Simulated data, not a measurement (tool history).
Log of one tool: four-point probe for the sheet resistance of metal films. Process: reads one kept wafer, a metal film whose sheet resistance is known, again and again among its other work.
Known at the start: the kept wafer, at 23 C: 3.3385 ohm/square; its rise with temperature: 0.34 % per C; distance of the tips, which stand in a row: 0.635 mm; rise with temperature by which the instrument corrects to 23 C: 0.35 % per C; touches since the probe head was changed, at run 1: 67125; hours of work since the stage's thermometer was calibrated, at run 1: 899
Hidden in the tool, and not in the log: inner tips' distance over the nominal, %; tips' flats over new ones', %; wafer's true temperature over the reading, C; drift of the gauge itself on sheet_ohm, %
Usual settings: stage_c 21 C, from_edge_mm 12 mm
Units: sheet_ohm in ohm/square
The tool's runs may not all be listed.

| run | hour | stage_c | from_edge_mm | touches since the probe head was changed | hours of work since the stage's thermometer was calibrated | sheet_ohm |
|---|---|---|---|---|---|---|
| 1 | 0 | 21 | 12 | 67125 | 899 | 3.309946 |
| 2 | 77.4 | 21 | 12 | 69116 | 947 | 3.309953 |
| 3 | 117.7 | 21 | 12 | 70154 | 972 | 3.309958 |
| 4 | 189.4 | 21 | 12 | 72000 | 1016 | 3.308472 |
| 5 | 230.6 | 21 | 12 | 73061 | 1042 | 3.308586 |
| 6 | 298.4 | 21 | 12 | 74806 | 1084 | 3.307975 |
| 7 | 367.4 | 21 | 12 | 76582 | 1127 | 3.307427 |
| 8 | 410.6 | 25 | 12 | 77694 | 1154 | 3.304652 |
| 9 | 464.7 | 21 | 12 | 79088 | 1187 | 3.307866 |
| 10 | 499.1 | 21 | 12 | 79971 | 1209 | 3.306919 |
| 11 | 564.2 | 21 | 12 | 81647 | 1249 | 3.308138 |
| 12 | 634.4 | 21 | 12 | 83456 | 1293 | 3.306278 |
| 13 | 669.3 | 35 | 12 | 84354 | 1314 | 3.300989 |
| 14 | 713.6 | 35 | 12 | 85493 | 1342 | 3.300438 |
| 15 | 780.5 | 35 | 12 | 87216 | 1383 | 3.299576 |
| 16 | 847.5 | 21 | 6 | 88940 | 1425 | 3.318068 |
| 17 | 884.6 | 29 | 58 | 89894 | 1448 | 3.296425 |
| 18 | 926.4 | 34 | 15 | 90970 | 1474 | 3.296208 |
|  | 931.4 | stage's thermometer calibrated |
| 19 | 1002.4 | 22 | 15 | 92914 | 44 | 3.297423 |
| 20 | 1076 | 34 | 7 | 94810 | 90 | 3.30491 |
| 21 | 1157.9 | 20 | 27 | 96918 | 141 | 3.294951 |
| 22 | 1236.2 | 20 | 27 | 98932 | 189 | 3.294498 |
| 23 | 1300.1 | 20 | 27 | 100579 | 229 | 3.292829 |
| 24 | 1361.9 | 29 | 12 | 102169 | 267 | 3.295038 |
| 25 | 1431.9 | 29 | 12 | 103970 | 311 | 3.293852 |
| 26 | 1475.4 | 29 | 12 | 105090 | 338 | 3.294151 |

Forecast each of these 4 alternatives for the next run:
| A | 1548.2 | 31 | 12 | 106963 | 383 | ? |
| B | 1548.2 | 35 | 28 | 106963 | 383 | ? |
| C | 1548.2 | 31 | 12 | 106963 | 383 | ? |
| D | 1548.2 | 21 | 45 | 106963 | 383 | ? |

| run | sheet_ohm |
|---|---|
| A | 3.292752 |
| B | 3.288195 |
| C | 3.291747 |
| D | 3.290701 |
Without the tool's hidden state the same runs would have given:
| run | sheet_ohm |
|---|---|
| A | 3.341339 |
| B | 3.33673 |
| C | 3.34032 |
| D | 3.339235 |
